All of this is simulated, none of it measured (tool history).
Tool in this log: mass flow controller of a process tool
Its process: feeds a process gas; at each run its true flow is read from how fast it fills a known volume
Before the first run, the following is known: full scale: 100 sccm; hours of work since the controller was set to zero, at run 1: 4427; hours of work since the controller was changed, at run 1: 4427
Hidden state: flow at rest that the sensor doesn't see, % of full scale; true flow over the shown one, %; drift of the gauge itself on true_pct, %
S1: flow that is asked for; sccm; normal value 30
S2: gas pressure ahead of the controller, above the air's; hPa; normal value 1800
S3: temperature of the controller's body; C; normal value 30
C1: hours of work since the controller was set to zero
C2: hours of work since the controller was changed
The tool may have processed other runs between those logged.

run 1 hour=0.0 | S1=30 S2=1800 S3=30 | C1=4427 C2=4427 | true_flow_(%)=96.35
run 2 hour=395.2 | S1=30 S2=1800 S3=30 | C1=4700 C2=4700 | true_flow_(%)=96.25
run 3 hour=722.6 | S1=30 S2=1800 S3=25 | C1=4926 C2=4926 | true_flow_(%)=96.67
run 4 hour=986.5 | S1=30 S2=1800 S3=25 | C1=5108 C2=5108 | true_flow_(%)=96.69
run 5 hour=1427.8 | S1=30 S2=1800 S3=30 | C1=5412 C2=5412 | true_flow_(%)=96.03
run 6 hour=1791.2 | S1=30 S2=1800 S3=30 | C1=5663 C2=5663 | true_flow_(%)=95.89
run 7 hour=2189.7 | S1=30 S2=2750 S3=30 | C1=5937 C2=5937 | true_flow_(%)=95.70
run 8 hour=2568.6 | S1=30 S2=1800 S3=30 | C1=6199 C2=6199 | true_flow_(%)=95.73
run 9 hour=2939.5 | S1=30 S2=1800 S3=30 | C1=6455 C2=6455 | true_flow_(%)=95.81
run 10 hour=3301.5 | S1=30 S2=1800 S3=30 | C1=6704 C2=6704 | true_flow_(%)=95.59
run 11 hour=3514.3 | S1=63 S2=2030 S3=21 | C1=6851 C2=6851 | true_flow_(%)=96.73
run 12 hour=3899.7 | S1=12 S2=1620 S3=30 | C1=7117 C2=7117 | true_flow_(%)=96.48
run 13 hour=4297.8 | S1=12 S2=1620 S3=30 | C1=7391 C2=7391 | true_flow_(%)=96.38
run 14 hour=4554.3 | S1=12 S2=1690 S3=36 | C1=7568 C2=7568 | true_flow_(%)=95.87
run 15 hour=4997.9 | S1=11 S2=1950 S3=40 | C1=7874 C2=7874 | true_flow_(%)=95.66
run 16 hour=5457.0 | S1=11 S2=1950 S3=40 | C1=8191 C2=8191 | true_flow_(%)=95.52
run 17 hour=5924.9 | S1=32 S2=1430 S3=26 | C1=8513 C2=8513 | true_flow_(%)=95.44

How would selected steps in true flow (%) from run to run divide? Give the signed amount a tool lacking its hidden state would still show from settings, what came in and random variation, and the signed amount left for the hidden state, including any gauge scatter that is not in both of the compared results.
Run 10 -> 11: S1 30 -> 63, S2 1800 -> 2030, S3 30 -> 21. true flow (%) +1.14: hidden state -0.56, all else +1.70.
Run 16 -> 17: S1 11 -> 32, S2 1950 -> 1430, S3 40 -> 26. true flow (%) -0.08: hidden state -2.16, all else +2.08.

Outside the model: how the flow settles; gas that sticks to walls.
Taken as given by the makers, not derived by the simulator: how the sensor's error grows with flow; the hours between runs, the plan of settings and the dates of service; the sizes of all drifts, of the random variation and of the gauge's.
